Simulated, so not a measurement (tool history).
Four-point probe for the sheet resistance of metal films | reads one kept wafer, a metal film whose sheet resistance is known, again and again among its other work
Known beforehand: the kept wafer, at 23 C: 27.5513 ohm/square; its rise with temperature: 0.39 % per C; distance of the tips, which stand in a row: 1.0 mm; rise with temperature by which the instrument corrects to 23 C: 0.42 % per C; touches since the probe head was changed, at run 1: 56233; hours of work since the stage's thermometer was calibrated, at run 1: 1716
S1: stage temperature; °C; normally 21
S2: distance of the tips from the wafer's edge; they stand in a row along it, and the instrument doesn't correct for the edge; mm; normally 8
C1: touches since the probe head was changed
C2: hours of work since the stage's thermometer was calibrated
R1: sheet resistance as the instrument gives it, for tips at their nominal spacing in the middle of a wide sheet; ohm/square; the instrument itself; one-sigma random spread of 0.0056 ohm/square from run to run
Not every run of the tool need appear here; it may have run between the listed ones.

| run | day | S1 | S2 | C1 | C2 | R1 |
|---|---|---|---|---|---|---|
| 1 | 0 | 21 | 8 | 56233 | 1716 | 27.653083 |
| 2 | 1.654 | 23 | 8 | 57710 | 1736 | 27.623437 |
| 3 | 3.625 | 23 | 8 | 59466 | 1760 | 27.627251 |
| 4 | 5.675 | 23 | 8 | 61296 | 1786 | 27.63941 |
| 5 | 7.212 | 21 | 8 | 62666 | 1805 | 27.635241 |
| 6 | 8.171 | 28 | 8 | 63524 | 1816 | 27.584817 |
| 7 | 9.912 | 28 | 8 | 65077 | 1838 | 27.576566 |
|  | 11.283 | stage's thermometer calibrated |
| 8 | 11.329 | 28 | 8 | 66323 | 1 | 27.618062 |
| 9 | 12.246 | 28 | 8 | 67141 | 12 | 27.630647 |
| 10 | 13.667 | 28 | 8 | 68407 | 29 | 27.617322 |
| 11 | 14.654 | 28 | 8 | 69287 | 42 | 27.624779 |
| 12 | 15.996 | 28 | 8 | 70484 | 58 | 27.626831 |
| 13 | 18.129 | 28 | 8 | 72390 | 84 | 27.620423 |
| 14 | 19.421 | 28 | 8 | 73539 | 100 | 27.613913 |
| 15 | 21.575 | 28 | 8 | 75461 | 127 | 27.603761 |
| 16 | 23.183 | 28 | 8 | 76896 | 147 | 27.594062 |
| 17 | 24.471 | 28 | 8 | 78047 | 163 | 27.612533 |
| 18 | 25.733 | 28 | 8 | 79172 | 178 | 27.605128 |
| 19 | 26.642 | 28 | 8 | 79981 | 189 | 27.604259 |
| 20 | 27.621 | 28 | 8 | 80858 | 201 | 27.601754 |
| 21 | 29.558 | 23 | 4 | 82583 | 225 | 28.298902 |
| 22 | 30.542 | 23 | 4 | 83462 | 237 | 28.302795 |
| 23 | 32.638 | 23 | 4 | 85330 | 263 | 28.29721 |
| 24 | 34.512 | 24 | 6 | 87005 | 286 | 27.806285 |
| 25 | 36.275 | 24 | 6 | 88575 | 308 | 27.801842 |
| 26 | 37.988 | 22 | 19 | 90104 | 329 | 27.444559 |
| 27 | 39.896 | 19 | 29 | 91806 | 353 | 27.450327 |
| 28 | 41.308 | 21 | 30 | 93069 | 370 | 27.418775 |
| 29 | 42.521 | 33 | 8 | 94150 | 385 | 27.537512 |
| 30 | 43.908 | 23 | 74 | 95386 | 402 | 27.399349 |
| 31 | 44.962 | 24 | 16 | 96327 | 415 | 27.445608 |
| 32 | 47.012 | 23 | 20 | 98157 | 440 | 27.433206 |
| 33 | 48.267 | 21 | 17 | 99277 | 456 | 27.457084 |
| 34 | 49.496 | 34 | 9 | 100371 | 471 | 27.483829 |
| 35 | 51.533 | 34 | 9 | 102190 | 496 | 27.485005 |
| 36 | 52.875 | 21 | 4 | 103387 | 513 | 28.286116 |
| 37 | 54.492 | 21 | 6 | 104830 | 533 | 27.80144 |
| 38 | 55.575 | 28 | 37 | 105793 | 546 | 27.347441 |
| 39 | 56.688 | 25 | 39 | 106787 | 560 | 27.372761 |
| 40 | 57.775 | 21 | 18 | 107757 | 573 | 27.432833 |

Run by run, hidden condition taken away, random variation retained:
Unlogged tool condition in this case: inner tips' distance over the nominal, %; tips' flats over new ones', %; wafer's true temperature over the reading, C; drift of the gauge itself on sheet_ohm, %.
| run | R1 |
|---|---|
| 1 | 27.803319 |
| 2 | 27.775292 |
| 3 | 27.781919 |
| 4 | 27.796757 |
| 5 | 27.795 |
| 6 | 27.744171 |
| 7 | 27.738142 |
| 8 | 27.733695 |
| 9 | 27.747588 |
| 10 | 27.736074 |
| 11 | 27.744875 |
| 12 | 27.748772 |
| 13 | 27.745298 |
| 14 | 27.740461 |
| 15 | 27.733402 |
| 16 | 27.725887 |
| 17 | 27.746277 |
| 18 | 27.740599 |
| 19 | 27.740962 |
| 20 | 27.739808 |
| 21 | 28.443206 |
| 22 | 28.448401 |
| 23 | 28.445606 |
| 24 | 27.954718 |
| 25 | 27.952412 |
| 26 | 27.595856 |
| 27 | 27.604648 |
| 28 | 27.574686 |
| 29 | 27.695089 |
| 30 | 27.558566 |
| 31 | 27.606288 |
| 32 | 27.596543 |
| 33 | 27.622429 |
| 34 | 27.650208 |
| 35 | 27.654121 |
| 36 | 28.462526 |
| 37 | 27.977223 |
| 38 | 27.521584 |
| 39 | 27.548921 |
| 40 | 27.611003 |
